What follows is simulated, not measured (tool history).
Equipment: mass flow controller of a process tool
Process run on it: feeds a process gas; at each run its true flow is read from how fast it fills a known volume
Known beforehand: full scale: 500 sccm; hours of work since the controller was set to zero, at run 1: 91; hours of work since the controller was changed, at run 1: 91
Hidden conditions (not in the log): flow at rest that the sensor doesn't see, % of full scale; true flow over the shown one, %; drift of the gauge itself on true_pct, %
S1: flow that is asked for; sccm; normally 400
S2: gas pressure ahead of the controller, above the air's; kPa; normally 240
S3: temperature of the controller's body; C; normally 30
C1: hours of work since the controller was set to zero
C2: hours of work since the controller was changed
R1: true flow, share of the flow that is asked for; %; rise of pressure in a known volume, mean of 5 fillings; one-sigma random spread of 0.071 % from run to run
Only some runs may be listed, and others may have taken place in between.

{"run": 1, "day": 0.0, "S1": 400, "S2": 240, "S3": 30, "C1": 91, "C2": 91, "R1": 99.67}
{"run": 2, "day": 2.729, "S1": 400, "S2": 240, "S3": 30, "C1": 138, "C2": 138, "R1": 99.82}
{"run": 3, "day": 8.296, "S1": 400, "S2": 240, "S3": 30, "C1": 234, "C2": 234, "R1": 99.63}
{"run": 4, "day": 12.271, "S1": 400, "S2": 240, "S3": 30, "C1": 302, "C2": 302, "R1": 99.73}
{"run": 5, "day": 16.396, "S1": 400, "S2": 240, "S3": 30, "C1": 374, "C2": 374, "R1": 99.74}
{"run": 6, "day": 21.583, "S1": 400, "S2": 240, "S3": 30, "C1": 463, "C2": 463, "R1": 99.6}
{"run": 7, "day": 25.358, "S1": 400, "S2": 269, "S3": 30, "C1": 528, "C2": 528, "R1": 99.83}
{"run": 8, "day": 30.638, "S1": 61, "S2": 240, "S3": 30, "C1": 619, "C2": 619, "R1": 98.41}
{"run": 9, "day": 35.342, "S1": 61, "S2": 240, "S3": 30, "C1": 700, "C2": 700, "R1": 98.38}
{"run": 10, "day": 40.579, "S1": 61, "S2": 245, "S3": 35, "C1": 791, "C2": 791, "R1": 98.89}
{"run": 11, "day": 43.104, "S1": 61, "S2": 245, "S3": 35, "C1": 834, "C2": 834, "R1": 98.92}
{"run": 12, "day": 47.629, "S1": 161, "S2": 160, "S3": 25, "C1": 912, "C2": 912, "R1": 98.12}
{"run": 13, "day": 52.271, "S1": 134, "S2": 240, "S3": 30, "C1": 993, "C2": 993, "R1": 98.54}
{"run": 14, "day": 57.646, "S1": 134, "S2": 240, "S3": 30, "C1": 1085, "C2": 1085, "R1": 98.56}
{"run": 15, "day": 60.512, "S1": 134, "S2": 240, "S3": 30, "C1": 1135, "C2": 1135, "R1": 98.5}
{"run": 16, "day": 64.879, "S1": 134, "S2": 240, "S3": 30, "C1": 1210, "C2": 1210, "R1": 98.64}
{"run": 17, "day": 68.533, "S1": 63, "S2": 184, "S3": 25, "C1": 1273, "C2": 1273, "R1": 98.25}
{"run": 18, "day": 71.417, "S1": 400, "S2": 227, "S3": 20, "C1": 1323, "C2": 1323, "R1": 98.88}

Branching from run 18: 4 alternative next runs. What would each branch give?
{"run": "A", "day": 75.296, "S1": 400, "S2": 148, "S3": 20, "C1": 1390, "C2": 1390, "R1": "?"}
{"run": "B", "day": 75.296, "S1": 295, "S2": 280, "S3": 22, "C1": 1390, "C2": 1390, "R1": "?"}
{"run": "C", "day": 75.296, "S1": 414, "S2": 154, "S3": 39, "C1": 1390, "C2": 1390, "R1": "?"}
{"run": "D", "day": 75.296, "S1": 400, "S2": 227, "S3": 32, "C1": 1390, "C2": 1390, "R1": "?"}

run=A R1=98.75
run=B R1=98.71
run=C R1=100.31
run=D R1=99.7
Without the tool's hidden state the same runs would have given:
run=A R1=99.04
run=B R1=98.94
run=C R1=100.61
run=D R1=100
